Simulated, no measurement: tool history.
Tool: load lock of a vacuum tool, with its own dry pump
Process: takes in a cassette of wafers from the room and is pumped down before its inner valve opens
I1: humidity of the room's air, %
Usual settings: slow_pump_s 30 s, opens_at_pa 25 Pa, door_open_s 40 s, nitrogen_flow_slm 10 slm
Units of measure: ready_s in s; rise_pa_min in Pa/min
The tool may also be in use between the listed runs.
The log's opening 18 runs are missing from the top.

Run 19, hour 2856.7: usual settings but slow_pump_s 20 s, opens_at_pa 49 Pa; I1 43.9. Result: ready_s 55.8 s, rise_pa_min 0.293 Pa/min.
Run 20, hour 3001.6: usual settings but slow_pump_s 20 s, opens_at_pa 28 Pa; I1 46.5. Result: ready_s 58.5 s, rise_pa_min 0.303 Pa/min.
Run 21, hour 3123.6: usual settings but slow_pump_s 20 s, opens_at_pa 28 Pa; I1 45. Result: ready_s 58.9 s, rise_pa_min 0.305 Pa/min.
Run 22, hour 3227.9: usual settings but slow_pump_s 20 s, opens_at_pa 28 Pa, door_open_s 141 s, nitrogen_flow_slm 4 slm; I1 47.7. Result: ready_s 58.9 s, rise_pa_min 0.376 Pa/min.
Run 23, hour 3421.4: usual settings but slow_pump_s 55 s, opens_at_pa 40 Pa, door_open_s 64 s, nitrogen_flow_slm 22 slm; I1 44.4. Result: ready_s 80.2 s, rise_pa_min 0.332 Pa/min.
Run 24, hour 3552.7: usual settings but slow_pump_s 23 s, opens_at_pa 44 Pa, door_open_s 64 s, nitrogen_flow_slm 22 slm; I1 44.9. Result: ready_s 57.9 s, rise_pa_min 0.347 Pa/min.
Run 25, hour 3754.5: usual settings but slow_pump_s 23 s, opens_at_pa 44 Pa, door_open_s 64 s, nitrogen_flow_slm 22 slm; I1 42.2. Result: ready_s 58.5 s, rise_pa_min 0.36 Pa/min.
Run 26, hour 3928: usual settings but opens_at_pa 33 Pa; I1 46. Result: ready_s 65 s, rise_pa_min 0.379 Pa/min.
Run 27, hour 4068.9: usual settings but opens_at_pa 33 Pa; I1 42.9. Result: ready_s 64.4 s, rise_pa_min 0.38 Pa/min.
Run 28, hour 4239.3: usual settings but opens_at_pa 33 Pa, door_open_s 47 s, nitrogen_flow_slm 24 slm; I1 44.2. Result: ready_s 64.4 s, rise_pa_min 0.405 Pa/min.
Run 29, hour 4328.9: usual settings but opens_at_pa 33 Pa, door_open_s 47 s, nitrogen_flow_slm 24 slm; I1 47. Result: ready_s 64.3 s, rise_pa_min 0.397 Pa/min.
Run 30, hour 4505.3: usual settings but slow_pump_s 33 s, opens_at_pa 39 Pa, door_open_s 41 s, nitrogen_flow_slm 15 slm; I1 42.9. Result: ready_s 65.9 s, rise_pa_min 0.413 Pa/min.
Run 31, hour 4693.3: usual settings but slow_pump_s 33 s, opens_at_pa 39 Pa, door_open_s 41 s, nitrogen_flow_slm 15 slm; I1 47.2. Result: ready_s 66 s, rise_pa_min 0.444 Pa/min.
Run 32, hour 4871.3: usual settings but slow_pump_s 33 s, opens_at_pa 30 Pa, door_open_s 41 s, nitrogen_flow_slm 22 slm; I1 40.1. Result: ready_s 68.2 s, rise_pa_min 0.451 Pa/min.
Run 33, hour 5010.4: usual settings but slow_pump_s 33 s, opens_at_pa 30 Pa, door_open_s 41 s, nitrogen_flow_slm 22 slm; I1 44.4. Result: ready_s 66.9 s, rise_pa_min 0.451 Pa/min.
Run 34, hour 5134.7: usual settings but slow_pump_s 33 s, opens_at_pa 30 Pa, door_open_s 41 s, nitrogen_flow_slm 22 slm; I1 46. Result: ready_s 67.5 s, rise_pa_min 0.478 Pa/min.
Run 35, hour 5248.7: usual settings but slow_pump_s 55 s, nitrogen_flow_slm 23 slm; I1 45. Result: ready_s 83.3 s, rise_pa_min 0.492 Pa/min.
Run 36, hour 5457.1: usual settings but slow_pump_s 55 s, nitrogen_flow_slm 23 slm; I1 43.3. Result: ready_s 83.1 s, rise_pa_min 0.502 Pa/min.

Forecast each of these 4 alternatives for the next run:
Run A, hour 5598.6: usual settings but slow_pump_s 55 s, opens_at_pa 33 Pa, door_open_s 75 s, nitrogen_flow_slm 24 slm; I1 43.2. Result: ready_s ?, rise_pa_min ?.
Run B, hour 5598.6: usual settings but slow_pump_s 22 s; I1 45.9. Result: ready_s ?, rise_pa_min ?.
Run C, hour 5598.6: usual settings but slow_pump_s 17 s, door_open_s 31 s, nitrogen_flow_slm 12 slm; I1 47. Result: ready_s ?, rise_pa_min ?.
Run D, hour 5598.6: usual settings but slow_pump_s 55 s, opens_at_pa 24 Pa, nitrogen_flow_slm 23 slm; I1 48.2. Result: ready_s ?, rise_pa_min ?.

run  ready_s  rise_pa_min
  A     81.8        0.535
  B     61.8        0.526
  C     57.2        0.533
  D     84.3        0.527
The same runs, with their run-to-run variation unchanged, on a tool lacking any hidden condition would have given:
run  ready_s  rise_pa_min
  A       80         0.03
  B     59.2        0.026
  C     54.5        0.023
  D     82.2        0.017
